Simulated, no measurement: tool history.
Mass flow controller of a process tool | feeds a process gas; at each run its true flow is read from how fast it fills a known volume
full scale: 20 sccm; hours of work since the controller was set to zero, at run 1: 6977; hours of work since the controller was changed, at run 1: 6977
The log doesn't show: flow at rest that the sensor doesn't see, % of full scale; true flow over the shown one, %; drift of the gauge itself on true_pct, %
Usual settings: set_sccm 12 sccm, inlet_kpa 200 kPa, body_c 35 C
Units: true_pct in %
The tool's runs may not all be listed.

| run | hour | set_sccm | inlet_kpa | body_c | hours of work since the controller was set to zero | hours of work since the controller was changed | true_pct |
|---|---|---|---|---|---|---|---|
| 1 | 0 | 12 | 200 | 35 | 6977 | 6977 | 100.33 |
| 2 | 81.4 | 12 | 200 | 35 | 7010 | 7010 | 100.63 |
| 3 | 156.4 | 12 | 200 | 35 | 7041 | 7041 | 100.57 |
|  | 182.1 | controller exchanged for a calibrated one |
| 4 | 244.5 | 12 | 200 | 34 | 26 | 26 | 100.52 |
| 5 | 296.1 | 14 | 200 | 35 | 47 | 47 | 100.54 |
| 6 | 374.9 | 12 | 218 | 35 | 79 | 79 | 100.57 |
| 7 | 482.9 | 12 | 218 | 35 | 123 | 123 | 100.63 |
| 8 | 541.9 | 12 | 200 | 38 | 147 | 147 | 100.65 |
| 9 | 596 | 12 | 208 | 35 | 169 | 169 | 100.57 |
| 10 | 653 | 19 | 200 | 35 | 193 | 193 | 100.67 |
| 11 | 735.6 | 19 | 200 | 35 | 227 | 227 | 100.64 |
| 12 | 815.8 | 19 | 200 | 35 | 259 | 259 | 100.64 |
| 13 | 884.7 | 12 | 228 | 35 | 288 | 288 | 100.66 |
| 14 | 967.7 | 12 | 200 | 31 | 322 | 322 | 100.22 |
| 15 | 1052 | 12 | 186 | 31 | 356 | 356 | 100.01 |
| 16 | 1153.2 | 12 | 186 | 31 | 398 | 398 | 100.14 |
| 17 | 1229.7 | 12 | 213 | 20 | 429 | 429 | 99.33 |
| 18 | 1281.8 | 12 | 213 | 20 | 450 | 450 | 99.48 |
| 19 | 1368.9 | 3 | 200 | 32 | 486 | 486 | 100.07 |
| 20 | 1448 | 4 | 176 | 27 | 518 | 518 | 99.61 |
| 21 | 1524.6 | 4 | 176 | 27 | 550 | 550 | 99.62 |
| 22 | 1596.7 | 12 | 158 | 35 | 579 | 579 | 100.39 |
| 23 | 1706.1 | 12 | 158 | 35 | 624 | 624 | 100.32 |
| 24 | 1790.9 | 2 | 200 | 37 | 659 | 659 | 100.28 |
| 25 | 1840.8 | 3 | 224 | 38 | 679 | 679 | 100.65 |
| 26 | 1900.4 | 3 | 224 | 38 | 704 | 704 | 100.61 |
| 27 | 2003.1 | 9 | 263 | 35 | 746 | 746 | 100.72 |
| 28 | 2054.2 | 9 | 263 | 35 | 766 | 766 | 100.83 |
| 29 | 2143.1 | 5 | 183 | 25 | 803 | 803 | 99.42 |
| 30 | 2222.2 | 3 | 183 | 28 | 835 | 835 | 99.64 |
| 31 | 2334.6 | 3 | 210 | 25 | 881 | 881 | 99.42 |
| 32 | 2404.2 | 7 | 273 | 35 | 910 | 910 | 100.81 |

4 ways to go on from here, each from the tool as it stands after run 32. What would each give?
| A | 2491 | 7 | 273 | 31 | 945 | 945 | ? |
| B | 2491 | 12 | 200 | 25 | 945 | 945 | ? |
| C | 2491 | 5 | 177 | 20 | 945 | 945 | ? |
| D | 2491 | 12 | 248 | 25 | 945 | 945 | ? |

| run | true_pct |
|---|---|
| A | 100.49 |
| B | 99.88 |
| C | 98.99 |
| D | 100.14 |
Without the tool's hidden state the same runs would have given:
| run | true_pct |
|---|---|
| A | 100.49 |
| B | 99.88 |
| C | 98.99 |
| D | 100.14 |

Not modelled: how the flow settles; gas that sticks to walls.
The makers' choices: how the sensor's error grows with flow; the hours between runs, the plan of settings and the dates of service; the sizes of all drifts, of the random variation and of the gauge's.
